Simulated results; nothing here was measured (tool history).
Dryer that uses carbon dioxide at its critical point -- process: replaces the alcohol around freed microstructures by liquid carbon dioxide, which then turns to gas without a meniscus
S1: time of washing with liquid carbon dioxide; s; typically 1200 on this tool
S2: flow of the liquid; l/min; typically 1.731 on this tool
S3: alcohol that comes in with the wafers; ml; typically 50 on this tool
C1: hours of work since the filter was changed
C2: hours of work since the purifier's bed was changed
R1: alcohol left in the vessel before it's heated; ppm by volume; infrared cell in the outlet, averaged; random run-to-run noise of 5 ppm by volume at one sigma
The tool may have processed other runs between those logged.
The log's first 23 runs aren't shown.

run   hour    S1     S2  S3   C1    C2   R1
 24  700.8  1860  1.731  26  268   953   74
 25  731.1  1440  1.140  23  291   976  109
 26  760.0  1440  1.140  23  313   998  114
 27  795.6  1440  1.140  23  340  1025  122
 28  819.2  1200  1.460  50  358  1043  140
 29  859.8  1260  2.300  44  389  1074   94
 30  885.3  1020  1.590  55  408  1093  182
 31  922.6  1200  1.731  21  437  1122  110
 32  945.7  1200  1.850  73  454  1139  110

Forecast run 33:
 33  986.8  1200  1.300  29  485  1170   ?

R1: 163 ppm by volume
Had the tool carried no hidden state, the very same run would have given R1 39 ppm by volume.
